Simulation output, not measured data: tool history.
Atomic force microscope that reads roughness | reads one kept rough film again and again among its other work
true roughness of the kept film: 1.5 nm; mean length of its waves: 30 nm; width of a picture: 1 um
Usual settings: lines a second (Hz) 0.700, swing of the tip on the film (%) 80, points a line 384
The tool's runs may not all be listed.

run,day,lines a second (Hz),swing of the tip on the film (%),points a line,roughness of the kept film (nm (root mean square))
1,0.000,0.700,80,384,1.394
2,0.479,0.700,80,384,1.388
3,0.842,0.700,80,384,1.382
4,1.408,0.700,87,384,1.390
5,2.008,0.700,87,384,1.380
6,2.446,0.700,87,384,1.382
7,2.750,0.700,87,384,1.368
8,3.071,0.700,87,384,1.378
9,3.508,0.700,68,384,1.401
10,4.062,0.700,68,384,1.407
11,4.662,0.700,68,384,1.399
12,4.938,0.700,68,384,1.406
13,5.533,0.700,68,384,1.399
14,6.121,0.628,59,384,1.403
15,6.654,0.974,82,458,1.373
16,7.075,0.974,82,458,1.379
17,7.412,0.974,82,458,1.364
18,7.733,0.922,82,520,1.391
19,8.083,0.922,82,520,1.379
20,8.575,0.922,82,511,1.391
21,8.933,0.922,82,511,1.402
22,9.475,0.922,82,511,1.382
23,9.762,0.922,79,831,1.393
24,10.175,0.922,79,694,1.391
25,10.662,0.922,83,607,1.386

Not shown: 1 entry that the log had between the listed runs. Between which runs, and how does the tool's hidden state differ before and after?
Between runs 16 and 17: new tip fitted (day 7.242)
  radius of the tip, nm: 7.8 -> 7
  measured less the result without the state, roughness of the kept film (nm (root mean square)): -0.007 -> +0.000

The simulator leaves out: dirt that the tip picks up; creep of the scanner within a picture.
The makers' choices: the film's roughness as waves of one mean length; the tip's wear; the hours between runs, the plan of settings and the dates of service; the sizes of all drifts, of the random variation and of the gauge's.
